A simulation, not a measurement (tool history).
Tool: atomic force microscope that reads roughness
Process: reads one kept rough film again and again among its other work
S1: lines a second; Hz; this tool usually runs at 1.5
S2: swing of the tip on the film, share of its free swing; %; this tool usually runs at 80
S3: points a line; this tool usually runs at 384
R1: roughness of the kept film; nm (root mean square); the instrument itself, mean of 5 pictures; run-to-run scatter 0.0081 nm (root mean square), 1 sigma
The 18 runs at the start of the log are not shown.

run 19 hour=467.4 | S1=1.5 S2=80 S3=842 | R1=1.553
run 20 hour=494.7 | S1=3.93 S2=85 S3=384 | R1=1.096
run 21 hour=517.7 | S1=1.14 S2=83 S3=492 | R1=1.465
run 22 hour=555 | S1=1.5 S2=77 S3=384 | R1=1.381
run 23 hour=579.9 | S1=1.5 S2=85 S3=384 | R1=1.25
-- hour=605 new tip fitted
run 24 hour=610 | S1=1.01 S2=70 S3=745 | R1=1.961
run 25 hour=642.9 | S1=2.21 S2=66 S3=1013 | R1=1.775
run 26 hour=667.9 | S1=1.5 S2=82 S3=384 | R1=1.581
run 27 hour=704.8 | S1=1.5 S2=82 S3=384 | R1=1.488
run 28 hour=721 | S1=1.5 S2=82 S3=384 | R1=1.449
run 29 hour=759.3 | S1=1.64 S2=80 S3=384 | R1=1.382
run 30 hour=794.5 | S1=1.35 S2=80 S3=626 | R1=1.373
-- hour=824.5 new tip fitted
run 31 hour=826.9 | S1=2.27 S2=80 S3=384 | R1=1.634
run 32 hour=859.5 | S1=2.27 S2=80 S3=384 | R1=1.554
run 33 hour=896.9 | S1=1.74 S2=78 S3=276 | R1=1.535
run 34 hour=927.2 | S1=3.66 S2=78 S3=276 | R1=1.253
run 35 hour=949.4 | S1=3.66 S2=58 S3=276 | R1=1.5
run 36 hour=987.8 | S1=3.49 S2=67 S3=390 | R1=1.329
run 37 hour=1026.3 | S1=3.49 S2=67 S3=390 | R1=1.261
-- hour=1043.9 new tip fitted
run 38 hour=1054.8 | S1=2.54 S2=90 S3=384 | R1=1.398

Consider 5 possible next runs. They are alternatives, not a sequence: every one starts from the tool as it was left by run 38. What does each give?
run A hour=1094.1 | S1=3.41 S2=69 S3=312 | R1=?
run B hour=1094.1 | S1=0.77 S2=70 S3=793 | R1=?
run C hour=1094.1 | S1=1.43 S2=76 S3=329 | R1=?
run D hour=1094.1 | S1=3.94 S2=90 S3=384 | R1=?
run E hour=1094.1 | S1=2.54 S2=90 S3=948 | R1=?

run=A R1=1.548
run=B R1=1.833
run=C R1=1.665
run=D R1=1.116
run=E R1=1.324
Without the tool's hidden state the same runs would have given:
run=A R1=1.689
run=B R1=2.001
run=C R1=1.816
run=D R1=1.217
run=E R1=1.445
